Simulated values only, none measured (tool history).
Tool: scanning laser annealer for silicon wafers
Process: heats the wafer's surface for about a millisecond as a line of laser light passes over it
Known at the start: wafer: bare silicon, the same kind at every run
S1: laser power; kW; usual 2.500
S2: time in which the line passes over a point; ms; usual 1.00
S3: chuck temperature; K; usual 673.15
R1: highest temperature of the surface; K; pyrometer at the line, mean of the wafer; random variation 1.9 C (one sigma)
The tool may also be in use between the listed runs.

run,hour,S1,S2,S3,R1
1,0.0,2.500,1.00,673.15,1407.15
2,37.1,2.455,1.00,673.15,1390.15
3,57.2,2.500,1.00,645.15,1377.15
4,101.2,2.500,0.77,673.15,1305.15
5,143.1,2.500,1.01,673.15,1400.15
6,183.7,2.500,1.00,673.15,1402.15
7,205.2,2.500,1.00,677.15,1401.15
8,249.8,2.500,1.00,677.15,1401.15
9,280.7,2.500,1.00,677.15,1397.15
10,314.4,2.500,1.00,677.15,1395.15
11,354.9,2.500,1.00,679.15,1396.15
12,378.3,2.500,1.00,679.15,1384.15
13,409.5,2.500,1.00,679.15,1381.15
14,451.8,2.500,1.00,679.15,1383.15
15,490.3,2.500,1.00,679.15,1381.15
16,518.3,2.500,1.00,679.15,1378.15
17,548.4,2.513,1.24,673.15,1459.15
18,574.2,2.513,1.24,673.15,1487.15
19,602.8,2.513,1.24,673.15,1486.15
20,626.7,2.455,1.24,679.15,1469.15
21,663.3,2.143,1.24,679.15,1356.15
22,681.6,2.500,1.13,711.15,1480.15
23,716.0,2.288,0.71,703.15,1239.15
24,757.3,2.288,0.71,703.15,1237.15
25,794.8,2.397,1.13,633.15,1356.15
26,818.2,2.397,1.13,633.15,1355.15
27,856.6,2.566,0.96,633.15,1344.15
28,879.6,2.214,1.06,673.15,1309.15
29,916.5,2.454,0.83,676.15,1300.15
30,957.6,2.237,0.83,673.15,1238.15

Not shown: 2 entries that the log had between the listed runs. Between which runs, and how does the tool's hidden state differ before and after?
Between runs 11 and 12: optics aligned, line set to its width (hour 362.5)
  light that passes the window, % of a clean one's: 97.97 -> 97.87; width of the line over the set one, %: 3.83 -> 5.9
  measured less the result without the state, R1: -35.00 -> -43.00 K
Between runs 17 and 18: optics aligned, line set to its width, once more (hour 567.3)
  light that passes the window, % of a clean one's: 97.05 -> 96.95; width of the line over the set one, %: 6.23 -> 0.33
  measured less the result without the state, R1: -59.00 -> -33.00 K
